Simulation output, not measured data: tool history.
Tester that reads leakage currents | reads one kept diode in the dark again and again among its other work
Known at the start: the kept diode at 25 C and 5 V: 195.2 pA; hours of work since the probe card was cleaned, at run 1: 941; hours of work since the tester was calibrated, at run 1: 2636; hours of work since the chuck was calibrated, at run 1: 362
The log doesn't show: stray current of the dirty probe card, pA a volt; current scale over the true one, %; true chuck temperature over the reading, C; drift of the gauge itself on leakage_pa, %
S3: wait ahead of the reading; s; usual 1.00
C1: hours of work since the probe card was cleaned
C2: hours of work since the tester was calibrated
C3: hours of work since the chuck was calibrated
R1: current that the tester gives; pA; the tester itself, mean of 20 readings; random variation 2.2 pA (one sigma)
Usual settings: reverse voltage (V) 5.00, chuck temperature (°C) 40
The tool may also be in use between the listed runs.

run 1 hour=0.0 | reverse_voltage_(V)=5.00 chuck_temperature_(°C)=40 S3=1.00 | C1=941 C2=2636 C3=362 | R1=729.69
run 2 hour=165.1 | reverse_voltage_(V)=5.00 chuck_temperature_(°C)=40 S3=1.00 | C1=1007 C2=2703 C3=428 | R1=727.90
run 3 hour=281.5 | reverse_voltage_(V)=4.12 chuck_temperature_(°C)=40 S3=1.00 | C1=1054 C2=2749 C3=475 | R1=656.61
run 4 hour=389.9 | reverse_voltage_(V)=4.12 chuck_temperature_(°C)=40 S3=1.00 | C1=1097 C2=2793 C3=518 | R1=658.56
-- hour=485.1 probe card cleaned and baked
run 5 hour=568.8 | reverse_voltage_(V)=4.12 chuck_temperature_(°C)=40 S3=1.00 | C1=34 C2=2863 C3=589 | R1=659.90
run 6 hour=727.2 | reverse_voltage_(V)=5.00 chuck_temperature_(°C)=40 S3=1.00 | C1=97 C2=2927 C3=652 | R1=725.26
run 7 hour=819.5 | reverse_voltage_(V)=17.75 chuck_temperature_(°C)=40 S3=1.00 | C1=134 C2=2964 C3=689 | R1=1396.47
run 8 hour=987.8 | reverse_voltage_(V)=17.75 chuck_temperature_(°C)=28 S3=1.00 | C1=201 C2=3031 C3=756 | R1=495.94
run 9 hour=1100.6 | reverse_voltage_(V)=5.00 chuck_temperature_(°C)=40 S3=1.00 | C1=247 C2=3076 C3=802 | R1=724.61
run 10 hour=1222.3 | reverse_voltage_(V)=5.00 chuck_temperature_(°C)=40 S3=2.30 | C1=295 C2=3125 C3=850 | R1=722.64
run 11 hour=1317.4 | reverse_voltage_(V)=5.96 chuck_temperature_(°C)=40 S3=1.10 | C1=334 C2=3163 C3=889 | R1=800.01
run 12 hour=1453.3 | reverse_voltage_(V)=3.10 chuck_temperature_(°C)=40 S3=1.17 | C1=388 C2=3218 C3=943 | R1=571.01
run 13 hour=1610.0 | reverse_voltage_(V)=5.00 chuck_temperature_(°C)=21 S3=2.06 | C1=451 C2=3280 C3=1006 | R1=135.37
-- hour=1711.6 chuck's temperature calibrated
run 14 hour=1756.2 | reverse_voltage_(V)=5.00 chuck_temperature_(°C)=38 S3=1.00 | C1=509 C2=3338 C3=18 | R1=618.06
run 15 hour=1930.4 | reverse_voltage_(V)=3.16 chuck_temperature_(°C)=46 S3=0.60 | C1=578 C2=3408 C3=88 | R1=940.06
run 16 hour=2086.8 | reverse_voltage_(V)=3.16 chuck_temperature_(°C)=46 S3=0.60 | C1=641 C2=3471 C3=150 | R1=939.16
run 17 hour=2262.9 | reverse_voltage_(V)=8.43 chuck_temperature_(°C)=40 S3=1.00 | C1=712 C2=3541 C3=221 | R1=953.18
run 18 hour=2389.3 | reverse_voltage_(V)=3.75 chuck_temperature_(°C)=52 S3=1.00 | C1=762 C2=3592 C3=272 | R1=1643.40
run 19 hour=2516.9 | reverse_voltage_(V)=5.00 chuck_temperature_(°C)=40 S3=0.60 | C1=813 C2=3643 C3=323 | R1=730.67

Forecast each of these 3 alternatives for the next run:
run A hour=2639.1 | reverse_voltage_(V)=3.11 chuck_temperature_(°C)=25 S3=1.00 | C1=862 C2=3692 C3=372 | R1=?
run B hour=2639.1 | reverse_voltage_(V)=2.27 chuck_temperature_(°C)=28 S3=0.60 | C1=862 C2=3692 C3=372 | R1=?
run C hour=2639.1 | reverse_voltage_(V)=1.02 chuck_temperature_(°C)=50 S3=9.29 | C1=862 C2=3692 C3=372 | R1=?

run=A R1=153.02
run=B R1=172.36
run=C R1=726.56
Without the tool's hidden state the same runs would have given:
run=A R1=152.86
run=B R1=172.21
run=C R1=726.22
